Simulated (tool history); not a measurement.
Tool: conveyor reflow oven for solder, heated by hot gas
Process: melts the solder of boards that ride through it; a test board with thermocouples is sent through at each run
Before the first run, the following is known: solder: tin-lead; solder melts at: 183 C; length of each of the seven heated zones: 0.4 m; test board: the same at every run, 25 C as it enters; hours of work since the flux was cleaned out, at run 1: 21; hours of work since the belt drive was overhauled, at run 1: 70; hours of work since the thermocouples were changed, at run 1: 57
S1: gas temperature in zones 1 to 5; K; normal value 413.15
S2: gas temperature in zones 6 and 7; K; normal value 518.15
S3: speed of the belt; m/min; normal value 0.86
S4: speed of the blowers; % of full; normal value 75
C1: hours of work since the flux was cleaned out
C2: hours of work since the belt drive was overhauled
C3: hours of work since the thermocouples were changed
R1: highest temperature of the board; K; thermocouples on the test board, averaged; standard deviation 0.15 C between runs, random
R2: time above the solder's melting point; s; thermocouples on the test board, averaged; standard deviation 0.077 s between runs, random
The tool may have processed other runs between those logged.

{"run": 1, "day": 0.0, "S1": 413.15, "S2": 518.15, "S3": 0.86, "S4": 75, "C1": 21, "C2": 70, "C3": 57, "R1": 500.35, "R2": 47.27}
{"run": 2, "day": 0.2, "S1": 413.15, "S2": 522.15, "S3": 0.86, "S4": 75, "C1": 24, "C2": 73, "C3": 59, "R1": 504.05, "R2": 48.64}
{"run": 3, "day": 0.546, "S1": 413.15, "S2": 522.15, "S3": 0.86, "S4": 75, "C1": 28, "C2": 77, "C3": 63, "R1": 503.65, "R2": 48.72}
{"run": 4, "day": 0.925, "S1": 413.15, "S2": 522.15, "S3": 0.86, "S4": 75, "C1": 33, "C2": 81, "C3": 68, "R1": 503.75, "R2": 48.76}
{"run": 5, "day": 1.138, "S1": 413.15, "S2": 522.15, "S3": 0.86, "S4": 75, "C1": 35, "C2": 84, "C3": 70, "R1": 504.05, "R2": 48.67}
{"run": 6, "day": 1.321, "S1": 413.15, "S2": 522.15, "S3": 0.86, "S4": 75, "C1": 37, "C2": 86, "C3": 73, "R1": 503.85, "R2": 48.73}
{"run": 7, "day": 1.725, "S1": 413.15, "S2": 522.15, "S3": 0.86, "S4": 75, "C1": 42, "C2": 91, "C3": 78, "R1": 503.85, "R2": 48.75}
{"run": 8, "day": 2.042, "S1": 413.15, "S2": 532.15, "S3": 0.86, "S4": 73, "C1": 46, "C2": 95, "C3": 81, "R1": 511.75, "R2": 51.83}

Run 9, settings as shown, results not yet in. Your forecast:
{"run": 9, "day": 2.279, "S1": 415.15, "S2": 522.15, "S3": 0.86, "S4": 75, "C1": 49, "C2": 98, "C3": 84, "R1": "?", "R2": "?"}

{"run 9": {"R1": 504.15, "R2": 49.29}}
On a tool with no hidden condition, and with the same random variation, this run would have come out at R1 504.35 K, R2 49.25 s.

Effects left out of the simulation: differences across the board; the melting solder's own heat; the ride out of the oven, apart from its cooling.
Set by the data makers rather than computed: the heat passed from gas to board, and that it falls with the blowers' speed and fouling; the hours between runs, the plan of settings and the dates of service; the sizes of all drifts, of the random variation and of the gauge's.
